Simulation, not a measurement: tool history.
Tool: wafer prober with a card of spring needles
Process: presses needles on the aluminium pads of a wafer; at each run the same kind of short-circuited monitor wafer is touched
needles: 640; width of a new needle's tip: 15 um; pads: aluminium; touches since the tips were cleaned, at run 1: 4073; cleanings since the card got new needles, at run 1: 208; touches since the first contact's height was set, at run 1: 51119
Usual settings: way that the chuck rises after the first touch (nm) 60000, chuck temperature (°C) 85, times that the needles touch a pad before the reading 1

| run | hour | way that the chuck rises after the first touch (nm) | chuck temperature (°C) | times that the needles touch a pad before the reading | touches since the tips were cleaned | cleanings since the card got new needles | touches since the first contact's height was set | resistance of one needle with its contact and lead (mohm) | way that a needle slides on the pad (nm) |
|---|---|---|---|---|---|---|---|---|---|
| 1 | 0 | 60000 | 85 | 1 | 4073 | 208 | 51119 | 239 | 12470 |
|  | 2.9 | tips cleaned on abrasive film |
|  | 14.2 | tips cleaned on abrasive film |
|  | 28.4 | tips cleaned on abrasive film |
|  | 42.5 | tips cleaned on abrasive film |
|  | 56.7 | tips cleaned on abrasive film |
|  | 70.8 | tips cleaned on abrasive film |
| 2 | 76.8 | 60000 | 85 | 1 | 2638 | 214 | 84708 | 244 | 12460 |
|  | 79.9 | height of the first contact set anew |
|  | 82.8 | tips cleaned on abrasive film |
|  | 96.9 | tips cleaned on abrasive film |
|  | 111.1 | tips cleaned on abrasive film |
|  | 125.2 | tips cleaned on abrasive film |
|  | 139.3 | tips cleaned on abrasive film |
| 3 | 139.7 | 47000 | 85 | 1 | 140 | 219 | 26139 | 249 | 9760 |
|  | 151 | tips cleaned on abrasive film |
|  | 165.1 | tips cleaned on abrasive film |
|  | 179.3 | tips cleaned on abrasive film |
|  | 193.4 | tips cleaned on abrasive film |
|  | 207.6 | tips cleaned on abrasive film |
| 4 | 210 | 47000 | 85 | 1 | 1101 | 224 | 56955 | 246 | 9760 |
|  | 221.4 | tips cleaned on abrasive film |
|  | 235.5 | tips cleaned on abrasive film |
|  | 249.7 | tips cleaned on abrasive film |
| 5 | 253.6 | 60000 | 85 | 1 | 1729 | 227 | 76017 | 242 | 12450 |
|  | 262.1 | tips cleaned on abrasive film |
|  | 276.2 | tips cleaned on abrasive film |
|  | 276.5 | height of the first contact set anew |
|  | 290.7 | tips cleaned on abrasive film |
|  | 302 | tips cleaned on abrasive film |
| 6 | 304.6 | 60000 | 85 | 1 | 1156 | 231 | 12298 | 243 | 12460 |
|  | 316 | tips cleaned on abrasive film |
|  | 330.1 | tips cleaned on abrasive film |
|  | 344.2 | tips cleaned on abrasive film |
| 7 | 348.6 | 60000 | 85 | 1 | 1926 | 234 | 31557 | 241 | 12470 |
|  | 357.1 | tips cleaned on abrasive film |
|  | 371.3 | tips cleaned on abrasive film |
|  | 382.6 | tips cleaned on abrasive film |
|  | 396.7 | tips cleaned on abrasive film |
|  | 410.9 | tips cleaned on abrasive film |
|  | 425 | tips cleaned on abrasive film |
| 8 | 432 | 60000 | 85 | 1 | 3098 | 240 | 68083 | 241 | 12470 |
|  | 437.8 | tips cleaned on abrasive film |
|  | 451.9 | tips cleaned on abrasive film |
|  | 463.2 | tips cleaned on abrasive film |
|  | 471.9 | height of the first contact set anew |
|  | 477.7 | tips cleaned on abrasive film |
|  | 491.8 | tips cleaned on abrasive film |
|  | 503.1 | tips cleaned on abrasive film |
| 9 | 510.4 | 79000 | 85 | 1 | 3222 | 246 | 16841 | 234 | 16380 |
|  | 516.2 | tips cleaned on abrasive film |
|  | 530.3 | tips cleaned on abrasive film |
|  | 541.6 | tips cleaned on abrasive film |
|  | 555.8 | tips cleaned on abrasive film |
|  | 569.9 | tips cleaned on abrasive film |
| 10 | 574.8 | 79000 | 85 | 1 | 2155 | 251 | 44996 | 234 | 16380 |
|  | 583.3 | tips cleaned on abrasive film |
|  | 597.4 | tips cleaned on abrasive film |
|  | 611.6 | tips cleaned on abrasive film |
|  | 625.7 | tips cleaned on abrasive film |
|  | 639.9 | tips cleaned on abrasive film |
| 11 | 640.5 | 79000 | 85 | 1 | 273 | 256 | 73744 | 236 | 16370 |
|  | 651.8 | tips cleaned on abrasive film |
|  | 665.9 | tips cleaned on abrasive film |
|  | 666.2 | height of the first contact set anew |
|  | 680.4 | tips cleaned on abrasive film |
| 12 | 690.2 | 79000 | 85 | 1 | 4317 | 259 | 10508 | 235 | 16370 |
|  | 693.1 | tips cleaned on abrasive film |
|  | 707.2 | tips cleaned on abrasive film |
|  | 721.4 | tips cleaned on abrasive film |
|  | 735.5 | tips cleaned on abrasive film |
|  | 748 | tips cleaned on abrasive film |
| 13 | 748 | 60000 | 32 | 1 | 0 | 264 | 35801 | 225 | 12430 |
|  | 762.2 | tips cleaned on abrasive film |
|  | 776.3 | tips cleaned on abrasive film |
|  | 787.6 | tips cleaned on abrasive film |
| 14 | 798.4 | 60000 | 28 | 1 | 4765 | 267 | 57900 | 221 | 12450 |
|  | 801.4 | tips cleaned on abrasive film |
|  | 815.5 | tips cleaned on abrasive film |
|  | 829.6 | tips cleaned on abrasive film |
|  | 841 | tips cleaned on abrasive film |
|  | 855.1 | tips cleaned on abrasive film |
|  | 861 | height of the first contact set anew |
|  | 869.5 | tips cleaned on abrasive film |
| 15 | 873.5 | 60000 | 28 | 1 | 1761 | 273 | 5475 | 221 | 12430 |
|  | 882.1 | tips cleaned on abrasive film |
|  | 893.4 | tips cleaned on abrasive film |
|  | 907.5 | tips cleaned on abrasive film |
| 16 | 916.9 | 59000 | 28 | 3 | 4130 | 276 | 24460 | 227 | 12250 |
|  | 919.8 | tips cleaned on abrasive film |
|  | 933.9 | tips cleaned on abrasive film |
|  | 948.1 | tips cleaned on abrasive film |
| 17 | 954.4 | 59000 | 28 | 3 | 2796 | 279 | 40876 | 224 | 12210 |
|  | 960.1 | tips cleaned on abrasive film |
|  | 971.5 | tips cleaned on abrasive film |
|  | 985.6 | tips cleaned on abrasive film |
|  | 999.7 | tips cleaned on abrasive film |
| 18 | 1000 | 60000 | 95 | 1 | 104 | 283 | 60790 | 241 | 12420 |
|  | 1011.3 | tips cleaned on abrasive film |
|  | 1025.5 | tips cleaned on abrasive film |
|  | 1036.8 | tips cleaned on abrasive film |
|  | 1050.9 | tips cleaned on abrasive film |
|  | 1056.8 | height of the first contact set anew |
|  | 1065.4 | tips cleaned on abrasive film |
| 19 | 1070.7 | 75000 | 85 | 1 | 2352 | 288 | 6067 | 236 | 15540 |
|  | 1079.2 | tips cleaned on abrasive film |
|  | 1093.4 | tips cleaned on abrasive film |
|  | 1107.5 | tips cleaned on abrasive film |
|  | 1118.8 | tips cleaned on abrasive film |
| 20 | 1126.7 | 45000 | 32 | 2 | 3476 | 292 | 30590 | 234 | 9320 |
|  | 1132.4 | tips cleaned on abrasive film |
|  | 1146.6 | tips cleaned on abrasive film |
|  | 1160.7 | tips cleaned on abrasive film |
|  | 1172 | tips cleaned on abrasive film |
|  | 1186.2 | tips cleaned on abrasive film |
| 21 | 1195.6 | 45000 | 32 | 2 | 4143 | 297 | 60732 | 232 | 9310 |
|  | 1198.5 | tips cleaned on abrasive film |
|  | 1212.6 | tips cleaned on abrasive film |
|  | 1226.7 | tips cleaned on abrasive film |
|  | 1240.9 | tips cleaned on abrasive film |
|  | 1252.3 | height of the first contact set anew |
| 22 | 1252.3 | 45000 | 32 | 2 | 4909 | 301 | 0 | 234 | 9310 |
|  | 1255.2 | tips cleaned on abrasive film |
|  | 1269.4 | tips cleaned on abrasive film |
|  | 1283.5 | tips cleaned on abrasive film |
|  | 1295.5 | card fitted with new needles |
|  | 1309.6 | tips cleaned on abrasive film |
| 23 | 1319.1 | 60000 | 93 | 2 | 4170 | 1 | 10360 | 244 | 12410 |

Forecast each of these 5 alternatives for the next run:
|  | 1322 | tips cleaned on abrasive film |
|  | 1336.1 | tips cleaned on abrasive film |
|  | 1350.3 | tips cleaned on abrasive film |
|  | 1361.6 | tips cleaned on abrasive film |
|  | 1375.8 | tips cleaned on abrasive film |
| A | 1379.4 | 67000 | 64 | 1 | 1619 | 6 | 36740 | ? | ? |
|  | 1322 | tips cleaned on abrasive film |
|  | 1336.1 | tips cleaned on abrasive film |
|  | 1350.3 | tips cleaned on abrasive film |
|  | 1361.6 | tips cleaned on abrasive film |
|  | 1375.8 | tips cleaned on abrasive film |
| B | 1379.4 | 45000 | 27 | 2 | 1619 | 6 | 36740 | ? | ? |
|  | 1322 | tips cleaned on abrasive film |
|  | 1336.1 | tips cleaned on abrasive film |
|  | 1350.3 | tips cleaned on abrasive film |
|  | 1361.6 | tips cleaned on abrasive film |
|  | 1375.8 | tips cleaned on abrasive film |
| C | 1379.4 | 60000 | 83 | 1 | 1619 | 6 | 36740 | ? | ? |
|  | 1322 | tips cleaned on abrasive film |
|  | 1336.1 | tips cleaned on abrasive film |
|  | 1350.3 | tips cleaned on abrasive film |
|  | 1361.6 | tips cleaned on abrasive film |
|  | 1375.8 | tips cleaned on abrasive film |
| D | 1379.4 | 45000 | 108 | 1 | 1619 | 6 | 36740 | ? | ? |
|  | 1322 | tips cleaned on abrasive film |
|  | 1336.1 | tips cleaned on abrasive film |
|  | 1350.3 | tips cleaned on abrasive film |
|  | 1361.6 | tips cleaned on abrasive film |
|  | 1375.8 | tips cleaned on abrasive film |
| E | 1379.4 | 60000 | 85 | 1 | 1619 | 6 | 36740 | ? | ? |

| run | resistance of one needle with its contact and lead (mohm) | way that a needle slides on the pad (nm) |
|---|---|---|
| A | 231 | 13860 |
| B | 233 | 9310 |
| C | 242 | 12410 |
| D | 259 | 9310 |
| E | 239 | 12390 |
Without the tool's hidden state the same runs would have given:
| run | resistance of one needle with its contact and lead (mohm) | way that a needle slides on the pad (nm) |
|---|---|---|
| A | 231 | 13930 |
| B | 233 | 9350 |
| C | 241 | 12470 |
| D | 259 | 9360 |
| E | 239 | 12450 |
